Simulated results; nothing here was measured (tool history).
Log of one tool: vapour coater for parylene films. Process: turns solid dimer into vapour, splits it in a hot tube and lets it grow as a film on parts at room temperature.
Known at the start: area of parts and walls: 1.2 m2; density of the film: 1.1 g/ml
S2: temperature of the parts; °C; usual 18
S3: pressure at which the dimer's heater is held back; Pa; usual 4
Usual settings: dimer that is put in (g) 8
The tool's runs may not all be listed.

Run 1, hour 0: usual settings. Result: thickness of the film (nm) 3210.
Run 2, hour 39.9: usual settings. Result: thickness of the film (nm) 3270.
At hour 84: trap's valve overhauled.
Run 3, hour 93.9: usual settings. Result: thickness of the film (nm) 3460.
Run 4, hour 117: usual settings. Result: thickness of the film (nm) 3350.
Run 5, hour 153.8: usual settings but S3 4.25 Pa. Result: thickness of the film (nm) 3440.
Run 6, hour 178: usual settings but S3 4.25 Pa. Result: thickness of the film (nm) 3420.
Run 7, hour 217.2: usual settings but S2 17 °C. Result: thickness of the film (nm) 3400.
Run 8, hour 248.2: usual settings but S2 17 °C. Result: thickness of the film (nm) 3440.
Run 9, hour 282.2: usual settings but S2 17 °C. Result: thickness of the film (nm) 3370.
Run 10, hour 334.3: usual settings but S3 2.07 Pa. Result: thickness of the film (nm) 3420.
Run 11, hour 377.7: usual settings but S3 2.07 Pa. Result: thickness of the film (nm) 3410.
Run 12, hour 407.8: usual settings but S3 2.07 Pa. Result: thickness of the film (nm) 3370.
Run 13, hour 440.4: usual settings but S3 2.07 Pa. Result: thickness of the film (nm) 3420.
Run 14, hour 464.1: usual settings but dimer that is put in (g) 12, S2 20 °C, S3 2.72 Pa. Result: thickness of the film (nm) 4740.
At hour 480.9: trap's valve overhauled.
Run 15, hour 500: usual settings but dimer that is put in (g) 12, S2 20 °C, S3 2.72 Pa. Result: thickness of the film (nm) 5110.
Run 16, hour 548.7: usual settings but dimer that is put in (g) 7, S2 21 °C. Result: thickness of the film (nm) 2780.
Run 17, hour 598: usual settings but dimer that is put in (g) 7, S2 21 °C. Result: thickness of the film (nm) 2780.
Run 18, hour 651: usual settings but dimer that is put in (g) 7, S2 15 °C. Result: thickness of the film (nm) 3150.
Run 19, hour 702.5: usual settings but dimer that is put in (g) 3, S2 19 °C, S3 9.49 Pa. Result: thickness of the film (nm) 1160.
Run 20, hour 749: usual settings but dimer that is put in (g) 3, S2 19 °C, S3 9.49 Pa. Result: thickness of the film (nm) 1110.
Run 21, hour 782.2: usual settings but dimer that is put in (g) 3, S2 17 °C, S3 4.96 Pa. Result: thickness of the film (nm) 1270.
Run 22, hour 827.7: usual settings but dimer that is put in (g) 3, S2 17 °C, S3 5.98 Pa. Result: thickness of the film (nm) 1200.
Run 23, hour 849.5: usual settings but S2 20 °C, S3 3.76 Pa. Result: thickness of the film (nm) 3120.

3 ways to go on from here, each from the tool as it stands after run 23. What would each give?
At hour 877.2: trap's valve overhauled.
Run A, hour 897.1: usual settings but dimer that is put in (g) 13, S3 7.36 Pa. Result: thickness of the film (nm) ?.
At hour 877.2: trap's valve overhauled.
Run B, hour 897.1: usual settings but S2 29 °C. Result: thickness of the film (nm) ?.
At hour 877.2: trap's valve overhauled.
Run C, hour 897.1: usual settings but S3 4.06 Pa. Result: thickness of the film (nm) ?.

run  thickness of the film (nm)
  A                        5390
  B                        2710
  C                        3430
Without the tool's hidden state the same runs would have given:
run  thickness of the film (nm)
  A                        5480
  B                        2750
  C                        3480

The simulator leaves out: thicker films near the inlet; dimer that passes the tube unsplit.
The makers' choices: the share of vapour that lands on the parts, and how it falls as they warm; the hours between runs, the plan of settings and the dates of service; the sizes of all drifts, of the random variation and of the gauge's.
